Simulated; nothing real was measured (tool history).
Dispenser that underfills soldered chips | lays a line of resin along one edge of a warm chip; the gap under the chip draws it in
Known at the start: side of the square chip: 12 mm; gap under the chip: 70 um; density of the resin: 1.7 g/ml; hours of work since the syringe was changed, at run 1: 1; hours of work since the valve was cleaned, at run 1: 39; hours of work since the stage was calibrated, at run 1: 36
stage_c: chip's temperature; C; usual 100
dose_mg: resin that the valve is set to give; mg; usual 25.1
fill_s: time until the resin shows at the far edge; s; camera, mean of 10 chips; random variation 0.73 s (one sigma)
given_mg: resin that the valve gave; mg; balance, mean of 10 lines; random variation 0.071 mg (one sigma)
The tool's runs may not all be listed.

run   hour  stage_c  dose_mg  hours of work since the syringe was changed  hours of work since the valve was cleaned  hours of work since the stage was calibrated  fill_s  given_mg
  1    0.0      100     25.1                                            1                                         39                                            36    71.0     24.51
  2    4.7      100     25.1                                            5                                         43                                            40    93.7     24.47
       6.7  -- new syringe of resin
  3   10.1      100     25.1                                            3                                         47                                            44    80.5     24.53
      14.3  -- new syringe of resin
  4   15.5      100     25.1                                            1                                         51                                            48    71.3     24.43
      21.7  -- new syringe of resin
  5   22.2      100     25.1                                            0                                         56                                            53    69.0     24.26
      29.4  -- new syringe of resin
  6   30.2      100     25.1                                            1                                         62                                            59    71.6     24.18
      37.1  -- new syringe of resin
  7   41.0      100     24.6                                            3                                         70                                            67    84.4     23.71
      44.5  -- new syringe of resin
      52.0  -- dispensing valve cleaned and set on the balance
      52.9  -- new syringe of resin
  8   52.9      100     24.6                                            0                                          1                                            75    68.7     24.62
      60.2  -- new syringe of resin
  9   61.8      108     24.6                                            1                                          7                                            82    51.3     24.50
      67.9  -- new syringe of resin
 10   69.1      108     24.6                                            1                                         13                                            87    49.7     24.32
 11   73.7       89     25.1                                            5                                         16                                            91   152.2     24.77
      75.5  -- new syringe of resin
      82.9  -- new syringe of resin
 12   83.1       91     25.1                                            0                                         23                                            97   106.2     24.85
      90.1  -- new syringe of resin
 13   93.6      100     22.3                                            3                                         31                                           105    84.4     21.81
      97.5  -- new syringe of resin
 14  101.2      100     22.3                                            3                                         37                                           111    81.8     21.82
     104.8  -- new syringe of resin
 15  107.8      100     25.1                                            2                                         42                                           116    81.1     24.57
     112.7  -- new syringe of resin
 16  117.1      100     31.1                                            3                                         49                                           123    82.6     30.23
     120.3  -- new syringe of resin
 17  123.1      100     31.1                                            2                                         53                                           127    76.8     30.00
     127.6  -- new syringe of resin
 18  132.2      106     21.9                                            4                                         60                                           134    70.1     21.10
     134.9  -- new syringe of resin
     142.1  -- new syringe of resin
 19  142.1      111     26.7                                            0                                         67                                           141    40.9     25.72
 20  148.8      111     25.1                                            5                                         72                                           147    60.7     24.05
     149.9  -- new syringe of resin
 21  154.5      113     28.0                                            4                                         77                                           151    49.4     26.90

Run 22 comes next. What will it give?
     156.8  -- dispensing valve cleaned and set on the balance
     158.6  -- new syringe of resin
     165.8  -- new syringe of resin
 22  166.0       93     30.7                                            0                                          7                                           159       ?         ?

Run 22 gave fill_s 94.4 s, given_mg 30.74 mg.
Without the tool's hidden state the same run would have given fill_s 91.0 s, given_mg 30.76 mg.

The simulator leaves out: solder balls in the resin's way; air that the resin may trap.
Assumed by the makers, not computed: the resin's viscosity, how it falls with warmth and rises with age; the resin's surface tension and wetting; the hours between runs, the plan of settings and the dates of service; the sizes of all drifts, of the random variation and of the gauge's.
